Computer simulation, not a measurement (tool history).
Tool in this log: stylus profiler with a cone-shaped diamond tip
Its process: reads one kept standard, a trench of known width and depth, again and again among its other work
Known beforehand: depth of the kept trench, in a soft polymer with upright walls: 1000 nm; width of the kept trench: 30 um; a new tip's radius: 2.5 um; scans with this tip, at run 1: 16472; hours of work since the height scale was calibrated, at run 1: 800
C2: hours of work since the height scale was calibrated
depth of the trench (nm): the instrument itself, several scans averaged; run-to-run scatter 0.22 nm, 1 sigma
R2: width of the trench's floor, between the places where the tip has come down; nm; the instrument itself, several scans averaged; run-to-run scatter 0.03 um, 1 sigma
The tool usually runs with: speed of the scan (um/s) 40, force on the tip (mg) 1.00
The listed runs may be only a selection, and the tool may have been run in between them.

Run 1, hour 0.0: usual settings; scans with this tip 16472; C2 800. Result: depth of the trench (nm) 1004.24, R2 25810 nm.
Run 2, hour 107.5: usual settings; scans with this tip 16855; C2 870. Result: depth of the trench (nm) 1004.59, R2 25790 nm.
Run 3, hour 233.7: usual settings; scans with this tip 17305; C2 951. Result: depth of the trench (nm) 1004.67, R2 25800 nm.
Run 4, hour 289.4: usual settings; scans with this tip 17503; C2 988. Result: depth of the trench (nm) 1004.22, R2 25860 nm.
Run 5, hour 391.7: usual settings; scans with this tip 17867; C2 1054. Result: depth of the trench (nm) 1004.16, R2 25810 nm.
Run 6, hour 477.6: usual settings but speed of the scan (um/s) 17; scans with this tip 18173; C2 1109. Result: depth of the trench (nm) 1004.58, R2 25930 nm.
Run 7, hour 615.4: usual settings but speed of the scan (um/s) 17; scans with this tip 18664; C2 1199. Result: depth of the trench (nm) 1004.77, R2 25880 nm.
Run 8, hour 734.1: usual settings; scans with this tip 19087; C2 1275. Result: depth of the trench (nm) 1004.52, R2 25780 nm.
Run 9, hour 831.5: usual settings; scans with this tip 19433; C2 1338. Result: depth of the trench (nm) 1004.52, R2 25830 nm.
Run 10, hour 959.1: usual settings but force on the tip (mg) 1.21; scans with this tip 19888; C2 1421. Result: depth of the trench (nm) 1005.52, R2 25860 nm.
Run 11, hour 1081.5: usual settings but speed of the scan (um/s) 112; scans with this tip 20324; C2 1500. Result: depth of the trench (nm) 1004.63, R2 25520 nm.
Run 12, hour 1147.4: usual settings; scans with this tip 20558; C2 1543. Result: depth of the trench (nm) 1004.40, R2 25820 nm.
Run 13, hour 1243.4: usual settings; scans with this tip 20900; C2 1605. Result: depth of the trench (nm) 1004.98, R2 25840 nm.
At hour 1335.8: new tip fitted, height scale calibrated.
Run 14, hour 1356.0: usual settings but speed of the scan (um/s) 29, force on the tip (mg) 1.69; scans with this tip 72; C2 13. Result: depth of the trench (nm) 1006.46, R2 25950 nm.
Run 15, hour 1427.0: usual settings but speed of the scan (um/s) 29, force on the tip (mg) 1.69; scans with this tip 325; C2 59. Result: depth of the trench (nm) 1006.17, R2 25960 nm.
Run 16, hour 1516.9: usual settings but speed of the scan (um/s) 87, force on the tip (mg) 2.11; scans with this tip 645; C2 117. Result: depth of the trench (nm) 1007.84, R2 25790 nm.
Run 17, hour 1600.9: usual settings but speed of the scan (um/s) 75; scans with this tip 944; C2 172. Result: depth of the trench (nm) 1004.44, R2 25720 nm.
Run 18, hour 1719.9: usual settings but speed of the scan (um/s) 75; scans with this tip 1368; C2 249. Result: depth of the trench (nm) 1004.35, R2 25670 nm.
Run 19, hour 1792.4: usual settings but speed of the scan (um/s) 75; scans with this tip 1626; C2 295. Result: depth of the trench (nm) 1004.81, R2 25680 nm.
Run 20, hour 1896.4: usual settings but speed of the scan (um/s) 75; scans with this tip 1997; C2 363. Result: depth of the trench (nm) 1004.79, R2 25720 nm.
Run 21, hour 1981.1: usual settings but speed of the scan (um/s) 75; scans with this tip 2298; C2 418. Result: depth of the trench (nm) 1004.53, R2 25690 nm.
Run 22, hour 2101.6: usual settings but speed of the scan (um/s) 77, force on the tip (mg) 0.39; scans with this tip 2727; C2 496. Result: depth of the trench (nm) 1002.18, R2 25480 nm.
Run 23, hour 2161.9: usual settings but speed of the scan (um/s) 77, force on the tip (mg) 0.39; scans with this tip 2942; C2 535. Result: depth of the trench (nm) 1002.22, R2 25470 nm.
Run 24, hour 2254.0: usual settings but speed of the scan (um/s) 80, force on the tip (mg) 1.44; scans with this tip 3270; C2 594. Result: depth of the trench (nm) 1005.79, R2 25770 nm.
Run 25, hour 2345.0: usual settings but speed of the scan (um/s) 47, force on the tip (mg) 0.84; scans with this tip 3594; C2 653. Result: depth of the trench (nm) 1004.23, R2 25770 nm.

Forecast each of these 4 alternatives for the next run:
Run A, hour 2437.0: usual settings but speed of the scan (um/s) 17, force on the tip (mg) 0.36; scans with this tip 3922; C2 713. Result: depth of the trench (nm) ?, R2 ?.
Run B, hour 2437.0: usual settings but speed of the scan (um/s) 110, force on the tip (mg) 1.49; scans with this tip 3922; C2 713. Result: depth of the trench (nm) ?, R2 ?.
Run C, hour 2437.0: usual settings but speed of the scan (um/s) 44, force on the tip (mg) 2.36; scans with this tip 3922; C2 713. Result: depth of the trench (nm) ?, R2 ?.
Run D, hour 2437.0: usual settings but speed of the scan (um/s) 47, force on the tip (mg) 0.64; scans with this tip 3922; C2 713. Result: depth of the trench (nm) ?, R2 ?.

run  depth of the trench (nm)     R2
  A                   1002.62  25910
  B                   1005.60  25630
  C                   1007.87  25880
  D                   1003.61  25750
What these runs would have given with no unlogged condition in the tool:
run  depth of the trench (nm)     R2
  A                   1002.65  25920
  B                   1005.62  25640
  C                   1007.89  25880
  D                   1003.63  25760

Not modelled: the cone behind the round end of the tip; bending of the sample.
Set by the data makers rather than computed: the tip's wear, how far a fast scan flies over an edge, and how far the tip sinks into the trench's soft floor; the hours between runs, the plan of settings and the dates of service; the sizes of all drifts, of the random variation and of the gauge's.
